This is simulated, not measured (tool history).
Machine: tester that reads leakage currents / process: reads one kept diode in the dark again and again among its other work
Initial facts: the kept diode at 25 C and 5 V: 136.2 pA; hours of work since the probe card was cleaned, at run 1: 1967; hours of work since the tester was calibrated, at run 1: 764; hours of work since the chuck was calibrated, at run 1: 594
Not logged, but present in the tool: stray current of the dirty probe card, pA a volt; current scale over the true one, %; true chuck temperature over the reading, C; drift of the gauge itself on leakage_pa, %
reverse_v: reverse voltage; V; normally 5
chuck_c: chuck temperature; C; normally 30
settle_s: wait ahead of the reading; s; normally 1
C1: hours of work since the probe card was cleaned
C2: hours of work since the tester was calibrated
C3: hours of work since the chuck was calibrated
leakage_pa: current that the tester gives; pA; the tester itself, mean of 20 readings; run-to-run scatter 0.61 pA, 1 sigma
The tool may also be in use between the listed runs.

Run 1, hour 0: usual settings; C1 1967; C2 764; C3 594. Result: leakage_pa 201.17 pA.
Run 2, hour 132: usual settings but settle_s 1.53 s; C1 2047; C2 844; C3 674. Result: leakage_pa 202.07 pA.
Run 3, hour 227.5: usual settings; C1 2105; C2 902; C3 732. Result: leakage_pa 202.44 pA.
Run 4, hour 381.1: usual settings but settle_s 3.56 s; C1 2198; C2 995; C3 825. Result: leakage_pa 201.69 pA.
Run 5, hour 469.7: usual settings but settle_s 3.56 s; C1 2252; C2 1048; C3 878. Result: leakage_pa 202.01 pA.
Run 6, hour 543.8: usual settings but settle_s 3.56 s; C1 2297; C2 1093; C3 923. Result: leakage_pa 202.11 pA.
Run 7, hour 683.5: usual settings but reverse_v 1.04 V; C1 2381; C2 1178; C3 1008. Result: leakage_pa 86.34 pA.
Run 8, hour 753.4: usual settings but chuck_c 31 C; C1 2424; C2 1220; C3 1050. Result: leakage_pa 218.59 pA.
Run 9, hour 900.8: usual settings but chuck_c 38 C, settle_s 1.11 s; C1 2513; C2 1310; C3 1140. Result: leakage_pa 367.24 pA.
Run 10, hour 1001.1: usual settings but reverse_v 1.56 V, chuck_c 29 C, settle_s 3.38 s; C1 2574; C2 1371; C3 1200. Result: leakage_pa 99.82 pA.
Run 11, hour 1115.5: usual settings but reverse_v 1.56 V, chuck_c 54 C, settle_s 0.46 s; C1 2643; C2 1440; C3 1270. Result: leakage_pa 596.54 pA.
Run 12, hour 1217.8: usual settings but reverse_v 16.79 V; C1 2705; C2 1502; C3 1332. Result: leakage_pa 391.77 pA.
Run 13, hour 1323.9: usual settings but reverse_v 16.79 V; C1 2769; C2 1566; C3 1396. Result: leakage_pa 389.92 pA.

Alternative continuations, all from the tool just after run 13; predict every row:
Run A, hour 1466.6: usual settings but reverse_v 4.55 V; C1 2856; C2 1653; C3 1483. Result: leakage_pa ?.
Run B, hour 1466.6: usual settings but reverse_v 3.93 V, settle_s 9.4 s; C1 2856; C2 1653; C3 1483. Result: leakage_pa ?.
Run C, hour 1466.6: usual settings but reverse_v 16.79 V, chuck_c 21 C; C1 2856; C2 1653; C3 1483. Result: leakage_pa ?.
Run D, hour 1466.6: usual settings but reverse_v 13.25 V; C1 2856; C2 1653; C3 1483. Result: leakage_pa ?.

run  leakage_pa
  A      192.83
  B      176.63
  C      192.18
  D      343.61
The same runs, with their run-to-run variation unchanged, on a tool lacking any hidden condition would have given:
run  leakage_pa
  A      192.45
  B      176.29
  C      191.33
  D      342.74
